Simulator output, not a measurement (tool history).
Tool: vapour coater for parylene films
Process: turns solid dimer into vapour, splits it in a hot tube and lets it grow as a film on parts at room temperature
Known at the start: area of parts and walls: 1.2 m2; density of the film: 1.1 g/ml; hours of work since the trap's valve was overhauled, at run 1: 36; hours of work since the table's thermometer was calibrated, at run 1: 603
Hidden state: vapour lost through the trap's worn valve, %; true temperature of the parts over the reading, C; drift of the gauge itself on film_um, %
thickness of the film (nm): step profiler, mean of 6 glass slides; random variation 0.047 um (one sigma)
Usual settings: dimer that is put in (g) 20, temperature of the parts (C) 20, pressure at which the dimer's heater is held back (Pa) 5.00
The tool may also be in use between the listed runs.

run,day,dimer that is put in (g),temperature of the parts (C),pressure at which the dimer's heater is held back (Pa),hours of work since the trap's valve was overhauled,hours of work since the table's thermometer was calibrated,thickness of the film (nm)
1,0.000,20,20,5.00,36,603,10130
2,2.479,20,20,5.00,81,649,10090
3,5.433,20,20,5.00,135,703,10080
4,8.092,20,20,5.00,184,751,9900
5,10.212,20,20,5.00,222,790,9790
# day 13.575: table's thermometer calibrated
6,13.692,20,20,5.00,285,2,10010
7,17.062,20,20,5.00,347,64,9920
# day 17.383: trap's valve overhauled
8,18.838,20,20,2.20,27,93,10890
9,21.054,20,20,2.20,67,133,10900
10,23.721,20,20,3.45,116,182,10030
11,25.346,20,20,5.00,145,212,9360
12,26.888,20,15,5.00,173,240,10300
13,28.854,20,15,5.00,209,276,10240
14,31.354,20,15,5.00,255,321,10210
15,34.371,12,27,7.62,310,377,4440
16,36.346,12,16,7.62,346,413,5550
# day 37.258: trap's valve overhauled, once more
17,38.838,12,16,7.62,29,455,6230
18,40.854,12,22,7.62,66,492,5490
19,43.454,8,20,6.37,113,539,3850
20,46.875,13,20,3.26,176,602,6860
21,49.154,10,18,2.28,217,643,5810
22,51.221,14,19,3.40,255,681,7450
23,54.225,20,20,3.78,310,736,10180
24,55.767,14,19,2.39,338,764,7750
25,58.475,16,20,3.11,387,813,8310
# day 60.492: table's thermometer calibrated
26,61.733,29,18,3.13,446,23,15930
27,64.104,30,18,3.78,489,66,15830

Measured less the same run without the tool's hidden state. The same run-to-run variation is in both; the gauge's scatter may not be:
run,thickness of the film (nm)
1,-250
2,-310
3,-400
4,-470
5,-530
6,-390
7,-480
8,-920
9,-990
10,-1000
11,-980
12,-1130
13,-1200
14,-1280
15,-600
16,-780
17,-120
18,-140
19,-130
20,-300
21,-290
22,-410
23,-660
24,-530
25,-640
26,-940
27,-1050
